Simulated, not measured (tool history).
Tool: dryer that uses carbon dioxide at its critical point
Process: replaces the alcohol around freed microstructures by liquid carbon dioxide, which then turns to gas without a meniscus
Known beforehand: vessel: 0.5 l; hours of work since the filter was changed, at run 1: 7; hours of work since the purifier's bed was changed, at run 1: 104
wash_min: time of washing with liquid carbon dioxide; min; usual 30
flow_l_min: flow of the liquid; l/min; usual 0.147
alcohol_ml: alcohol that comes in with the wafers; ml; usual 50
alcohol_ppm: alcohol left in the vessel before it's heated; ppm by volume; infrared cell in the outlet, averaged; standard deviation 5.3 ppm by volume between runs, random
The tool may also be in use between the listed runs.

run   hour  wash_min  flow_l_min  alcohol_ml  hours of work since the filter was changed  hours of work since the purifier's bed was changed  alcohol_ppm
  1    0.0        30       0.147          50                                           7                                                 104          162
  2   39.4        30       0.147          21                                          34                                                 131           99
  3   65.4        30       0.147          21                                          52                                                 149          111
  4  113.7        30       0.147          21                                          86                                                 183          109
  5  136.9        30       0.147          21                                         103                                                 199          118
  6  165.2        30       0.147          21                                         122                                                 219          133
  7  198.6        30       0.150          21                                         146                                                 243          134
  8  241.6        30       0.150          21                                         176                                                 273          147
  9  279.7        30       0.150          21                                         202                                                 299          154
 10  309.4        30       0.096          21                                         223                                                 320          771
 11  346.3        36       0.104          27                                         249                                                 346          346
 12  375.0        36       0.104          27                                         269                                                 366          372
 13  409.6        36       0.104          27                                         293                                                 390          370
 14  453.3        36       0.104          27                                         324                                                 421          392
 15  502.2        33       0.147          50                                         358                                                 455          237
 16  537.7        33       0.147          50                                         383                                                 480          247
 17  577.1        33       0.147          50                                         410                                                 507          263
 18  609.3        33       0.192          58                                         433                                                 530          184
     616.2  -- inlet filter changed
 19  639.3        33       0.192          58                                          16                                                 550          186
 20  682.0        30       0.147          94                                          46                                                 580          426

Same runs, no hidden state in the tool, same run-to-run variation:
Hidden state at play: flow that reaches the vessel past the clogged filter, %; alcohol in the recycled carbon dioxide, ppm; drift of the gauge itself on alcohol_ppm, %.
run  alcohol_ppm
  1          120
  2           49
  3           53
  4           39
  5           45
  6           52
  7           46
  8           49
  9           43
 10          569
 11          189
 12          197
 13          189
 14          195
 15           61
 16           64
 17           60
 18            6
 19            5
 20          213
